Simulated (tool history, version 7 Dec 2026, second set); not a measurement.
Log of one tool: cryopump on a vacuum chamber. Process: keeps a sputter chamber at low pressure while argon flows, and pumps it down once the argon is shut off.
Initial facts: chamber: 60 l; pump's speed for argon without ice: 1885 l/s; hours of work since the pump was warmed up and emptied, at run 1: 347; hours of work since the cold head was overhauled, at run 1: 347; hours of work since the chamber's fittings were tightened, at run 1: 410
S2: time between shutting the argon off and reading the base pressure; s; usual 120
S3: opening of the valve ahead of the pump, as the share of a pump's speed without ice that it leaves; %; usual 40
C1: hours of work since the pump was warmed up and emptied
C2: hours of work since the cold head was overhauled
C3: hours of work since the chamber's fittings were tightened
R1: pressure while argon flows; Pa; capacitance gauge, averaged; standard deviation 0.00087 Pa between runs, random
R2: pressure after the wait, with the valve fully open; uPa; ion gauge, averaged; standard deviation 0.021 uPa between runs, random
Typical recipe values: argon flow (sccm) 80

Run 1, hour 0: usual settings; C1 347; C2 347; C3 410. Result: R1 0.1843 Pa, R2 0.83 uPa.
Run 2, hour 31.9: usual settings; C1 367; C2 367; C3 430. Result: R1 0.1855 Pa, R2 0.82 uPa.
Run 3, hour 60.6: usual settings; C1 385; C2 385; C3 448. Result: R1 0.1853 Pa, R2 0.87 uPa.
Run 4, hour 95.3: usual settings; C1 406; C2 406; C3 470. Result: R1 0.1859 Pa, R2 0.88 uPa.
Run 5, hour 126.1: usual settings; C1 426; C2 426; C3 489. Result: R1 0.1856 Pa, R2 0.89 uPa.
Run 6, hour 141.8: usual settings; C1 436; C2 436; C3 499. Result: R1 0.186 Pa, R2 0.84 uPa.
Run 7, hour 166.2: usual settings but argon flow (sccm) 124; C1 451; C2 451; C3 514. Result: R1 0.2856 Pa, R2 0.9 uPa.
Run 8, hour 183.3: usual settings but argon flow (sccm) 65; C1 462; C2 462; C3 525. Result: R1 0.1516 Pa, R2 0.92 uPa.
Run 9, hour 204.4: usual settings but argon flow (sccm) 65; C1 475; C2 475; C3 538. Result: R1 0.1514 Pa, R2 0.99 uPa.
Run 10, hour 231.4: usual settings but argon flow (sccm) 65; C1 492; C2 492; C3 555. Result: R1 0.1516 Pa, R2 0.94 uPa.
Run 11, hour 260.2: usual settings but argon flow (sccm) 65; C1 510; C2 510; C3 573. Result: R1 0.1516 Pa, R2 1.04 uPa.
Run 12, hour 290.4: usual settings; C1 529; C2 529; C3 592. Result: R1 0.1877 Pa, R2 1.03 uPa.
Run 13, hour 328.7: usual settings but argon flow (sccm) 118; C1 553; C2 553; C3 616. Result: R1 0.2794 Pa, R2 1.04 uPa.
Run 14, hour 344.6: usual settings but argon flow (sccm) 118; C1 563; C2 563; C3 626. Result: R1 0.2765 Pa, R2 1.08 uPa.
Run 15, hour 367.7: usual settings but S3 29 %; C1 577; C2 577; C3 640. Result: R1 0.2573 Pa, R2 1.11 uPa.
Run 16, hour 392.8: usual settings; C1 593; C2 593; C3 656. Result: R1 0.1891 Pa, R2 1.08 uPa.
Run 17, hour 412.5: usual settings; C1 605; C2 605; C3 668. Result: R1 0.1879 Pa, R2 1.03 uPa.
Run 18, hour 433.3: usual settings but S2 91 s; C1 618; C2 618; C3 681. Result: R1 0.1875 Pa, R2 1.17 uPa.
Run 19, hour 459.3: usual settings but argon flow (sccm) 36, S2 67 s, S3 26 %; C1 635; C2 635; C3 698. Result: R1 0.1275 Pa, R2 1.34 uPa.
Run 20, hour 475.5: usual settings but argon flow (sccm) 36, S2 67 s, S3 26 %; C1 645; C2 645; C3 708. Result: R1 0.1282 Pa, R2 1.39 uPa.
Run 21, hour 495.5: usual settings but argon flow (sccm) 79, S2 282 s, S3 47 %; C1 657; C2 657; C3 721. Result: R1 0.1611 Pa, R2 0.95 uPa.
Run 22, hour 528.9: usual settings but S2 193 s, S3 22 %; C1 678; C2 678; C3 741. Result: R1 0.3368 Pa, R2 1.05 uPa.
Run 23, hour 548.4: usual settings but argon flow (sccm) 84, S2 49 s, S3 58 %; C1 691; C2 691; C3 754. Result: R1 0.1402 Pa, R2 1.64 uPa.
Run 24, hour 576.8: usual settings but argon flow (sccm) 141, S2 132 s, S3 28 %; C1 708; C2 708; C3 771. Result: R1 0.4689 Pa, R2 1.15 uPa.
Run 25, hour 610.7: usual settings but S2 278 s, S3 19 %; C1 730; C2 730; C3 793. Result: R1 0.3885 Pa, R2 0.99 uPa.
Run 26, hour 649.3: usual settings but S2 278 s, S3 19 %; C1 754; C2 754; C3 817. Result: R1 0.3888 Pa, R2 1.06 uPa.
Run 27, hour 668.7: usual settings but argon flow (sccm) 33, S2 79 s, S3 21 %; C1 766; C2 766; C3 829. Result: R1 0.1454 Pa, R2 1.39 uPa.
Run 28, hour 702.5: usual settings but argon flow (sccm) 33, S2 79 s, S3 21 %; C1 787; C2 787; C3 850. Result: R1 0.1453 Pa, R2 1.41 uPa.
At hour 737.5: pump warmed up, emptied and cooled again.
Run 29, hour 742.4: usual settings but S2 123 s; C1 3; C2 809; C3 872. Result: R1 0.1808 Pa, R2 1.21 uPa.
Run 30, hour 777: usual settings but S2 123 s; C1 25; C2 831; C3 894. Result: R1 0.1827 Pa, R2 1.15 uPa.
Run 31, hour 806: usual settings but S2 137 s, S3 34 %; C1 43; C2 849; C3 912. Result: R1 0.2133 Pa, R2 1.16 uPa.
Run 32, hour 827.1: usual settings but S2 29 s, S3 58 %; C1 56; C2 862; C3 925. Result: R1 0.1248 Pa, R2 2.17 uPa.
Run 33, hour 854.8: usual settings but argon flow (sccm) 119, S2 144 s; C1 74; C2 879; C3 943. Result: R1 0.2711 Pa, R2 1.16 uPa.
Run 34, hour 890.8: usual settings but argon flow (sccm) 45, S2 272 s; C1 96; C2 902; C3 965. Result: R1 0.1026 Pa, R2 1.09 uPa.

Predict each of these 3 candidate next runs independently; none follows another, all start after run 34:
Run A, hour 921: usual settings but S3 59 %; C1 115; C2 921; C3 984. Result: R1 ?, R2 ?.
Run B, hour 921: usual settings but argon flow (sccm) 48, S2 74 s, S3 18 %; C1 115; C2 921; C3 984. Result: R1 ?, R2 ?.
Run C, hour 921: usual settings but S3 46 %; C1 115; C2 921; C3 984. Result: R1 ?, R2 ?.

run      R1    R2
  A  0.1231  1.26
  B  0.2418  1.45
  C  0.1593  1.27
Without the tool's unlogged condition, the same runs would have read:
run      R1    R2
  A  0.1209  0.42
  B  0.2405  0.61
  C  0.1571  0.43
